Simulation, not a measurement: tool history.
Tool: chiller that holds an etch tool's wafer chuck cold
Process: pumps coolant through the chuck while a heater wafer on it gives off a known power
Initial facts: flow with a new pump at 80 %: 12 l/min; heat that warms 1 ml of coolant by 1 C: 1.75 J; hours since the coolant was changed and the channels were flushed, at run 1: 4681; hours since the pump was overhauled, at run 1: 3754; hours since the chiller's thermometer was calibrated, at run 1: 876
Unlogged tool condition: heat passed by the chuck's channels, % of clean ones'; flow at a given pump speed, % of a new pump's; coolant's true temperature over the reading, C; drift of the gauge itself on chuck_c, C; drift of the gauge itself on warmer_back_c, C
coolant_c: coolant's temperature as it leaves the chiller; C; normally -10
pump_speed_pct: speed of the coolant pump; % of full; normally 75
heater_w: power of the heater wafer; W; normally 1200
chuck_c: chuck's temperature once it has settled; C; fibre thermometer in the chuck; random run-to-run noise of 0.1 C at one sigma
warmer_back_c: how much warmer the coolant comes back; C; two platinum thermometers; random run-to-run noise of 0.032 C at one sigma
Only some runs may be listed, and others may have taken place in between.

run	day	coolant_c	pump_speed_pct	heater_w	hours since the coolant was changed and the channels were flushed	hours since the pump was overhauled	hours since the chiller's thermometer was calibrated	chuck_c	warmer_back_c
1	0	-10	75	1200	4681	3754	876	2.7	3.66
2	2.558	-10	75	604	4742	3815	938	-3.6	1.86
3	6.579	-10	75	604	4839	3912	1034	-3.6	1.83
4	10.221	-10	96	1200	4926	3999	1122	0.5	2.74
5	13.812	-10	96	1200	5012	4085	1208	0.4	2.73
6	15.712	-10	96	1200	5058	4131	1253	0.4	2.8
7	17.908	-10	93	1192	5110	4183	1306	0.7	2.86
8	20.888	-8	80	1263	5182	4255	1378	4.7	3.58
9	23.65	-10	60	778	5248	4321	1444	-0.2	3.08
10	26.05	-10	60	778	5306	4379	1501	-0.2	3.02

4 options for the next run, each taken on its own from the tool as it stands now. Forecast them:
A	30.15	-14	60	693	5404	4477	1600	?	?
B	30.15	-7	73	609	5404	4477	1600	?	?
C	30.15	-15	73	1031	5404	4477	1600	?	?
D	30.15	-10	93	1200	5404	4477	1600	?	?

run	chuck_c	warmer_back_c
A	-5.2	2.72
B	-0.4	1.93
C	-3.7	3.32
D	0.7	2.88
Without the tool's unlogged condition, the same runs would have read:
run	chuck_c	warmer_back_c
A	-5.2	2.72
B	-0.4	1.93
C	-3.7	3.32
D	0.7	2.87
